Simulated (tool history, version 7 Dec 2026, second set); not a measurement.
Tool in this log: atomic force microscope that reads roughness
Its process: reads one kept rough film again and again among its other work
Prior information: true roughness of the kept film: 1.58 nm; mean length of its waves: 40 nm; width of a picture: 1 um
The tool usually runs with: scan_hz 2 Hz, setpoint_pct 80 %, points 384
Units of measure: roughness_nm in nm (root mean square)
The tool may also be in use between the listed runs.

| run | hour | scan_hz | setpoint_pct | points | roughness_nm |
|---|---|---|---|---|---|
| 1 | 0 | 2 | 80 | 384 | 1.292 |
| 2 | 28 | 2 | 80 | 384 | 1.279 |
| 3 | 60 | 2 | 80 | 384 | 1.265 |
|  | 63.1 | new tip fitted |
| 4 | 99.8 | 2 | 80 | 384 | 1.312 |
| 5 | 140.3 | 2 | 80 | 384 | 1.296 |
| 6 | 172.8 | 2 | 80 | 384 | 1.275 |
| 7 | 200.2 | 2 | 80 | 384 | 1.274 |
|  | 203.3 | new tip fitted |
| 8 | 238 | 2 | 58 | 384 | 1.467 |
| 9 | 281.6 | 2 | 58 | 384 | 1.428 |
| 10 | 315.4 | 2 | 58 | 384 | 1.417 |
| 11 | 339.7 | 2 | 80 | 384 | 1.275 |
|  | 342.7 | new tip fitted |
| 12 | 366.8 | 2 | 80 | 384 | 1.328 |
| 13 | 401.5 | 2 | 76 | 384 | 1.34 |
| 14 | 435 | 2 | 76 | 384 | 1.316 |
| 15 | 456.1 | 2 | 61 | 384 | 1.417 |
| 16 | 478.1 | 2 | 61 | 384 | 1.408 |
|  | 482.9 | new tip fitted |
| 17 | 520.6 | 2 | 80 | 384 | 1.329 |
| 18 | 556.7 | 1.07 | 80 | 384 | 1.383 |
| 19 | 585.3 | 1.07 | 80 | 384 | 1.373 |
|  | 623.1 | new tip fitted |
| 20 | 626.3 | 1.07 | 80 | 384 | 1.437 |
| 21 | 649.8 | 1.07 | 80 | 384 | 1.416 |
|  | 653.4 | height scale calibrated on a step standard |
| 22 | 684 | 1.07 | 80 | 384 | 1.41 |
| 23 | 730.7 | 2 | 80 | 890 | 1.297 |
| 24 | 754.3 | 2 | 80 | 890 | 1.294 |
|  | 760.8 | height scale calibrated on a step standard, once more |
|  | 763.5 | new tip fitted |
| 25 | 792 | 3.02 | 80 | 890 | 1.246 |
| 26 | 825.3 | 3.02 | 80 | 890 | 1.227 |
| 27 | 868.2 | 3.02 | 78 | 276 | 1.219 |
|  | 903.4 | new tip fitted |
| 28 | 905.5 | 3.02 | 78 | 276 | 1.271 |
| 29 | 954.5 | 3.02 | 57 | 405 | 1.431 |
| 30 | 992.1 | 2.97 | 73 | 384 | 1.281 |
| 31 | 1020.7 | 2.97 | 73 | 384 | 1.284 |
|  | 1046 | new tip fitted |
| 32 | 1056.8 | 2.97 | 73 | 384 | 1.333 |
| 33 | 1100.9 | 2.97 | 73 | 384 | 1.317 |
| 34 | 1140.6 | 0.88 | 73 | 549 | 1.44 |
|  | 1184.7 | new tip fitted |
| 35 | 1185.2 | 0.91 | 62 | 545 | 1.503 |
| 36 | 1212.2 | 0.91 | 62 | 545 | 1.486 |
| 37 | 1245 | 3.21 | 76 | 649 | 1.272 |
| 38 | 1271.1 | 1.32 | 85 | 330 | 1.326 |
| 39 | 1319.6 | 1.53 | 72 | 336 | 1.362 |
|  | 1323.9 | new tip fitted |
| 40 | 1356 | 1.48 | 80 | 359 | 1.372 |
| 41 | 1386 | 3.92 | 80 | 711 | 1.173 |
| 42 | 1420.2 | 2 | 56 | 384 | 1.436 |
|  | 1463 | new tip fitted |
| 43 | 1464.5 | 2 | 70 | 344 | 1.431 |
| 44 | 1510.4 | 0.92 | 80 | 266 | 1.428 |
| 45 | 1534.2 | 1.16 | 80 | 633 | 1.39 |
| 46 | 1583.6 | 1.58 | 67 | 355 | 1.4 |
|  | 1602.7 | new tip fitted |
| 47 | 1616.6 | 2.65 | 84 | 701 | 1.248 |
| 48 | 1661.4 | 2 | 87 | 369 | 1.247 |
| 49 | 1697.2 | 1.71 | 87 | 728 | 1.285 |

Forecast each of these 3 alternatives for the next run:
|  | 1742.7 | new tip fitted |
| A | 1747.7 | 1.13 | 68 | 954 | ? |
|  | 1742.7 | new tip fitted |
| B | 1747.7 | 1.67 | 62 | 728 | ? |
|  | 1742.7 | new tip fitted |
| C | 1747.7 | 2 | 72 | 873 | ? |

| run | roughness_nm |
|---|---|
| A | 1.485 |
| B | 1.489 |
| C | 1.418 |
What these runs would have given with no unlogged condition in the tool:
| run | roughness_nm |
|---|---|
| A | 1.478 |
| B | 1.482 |
| C | 1.411 |
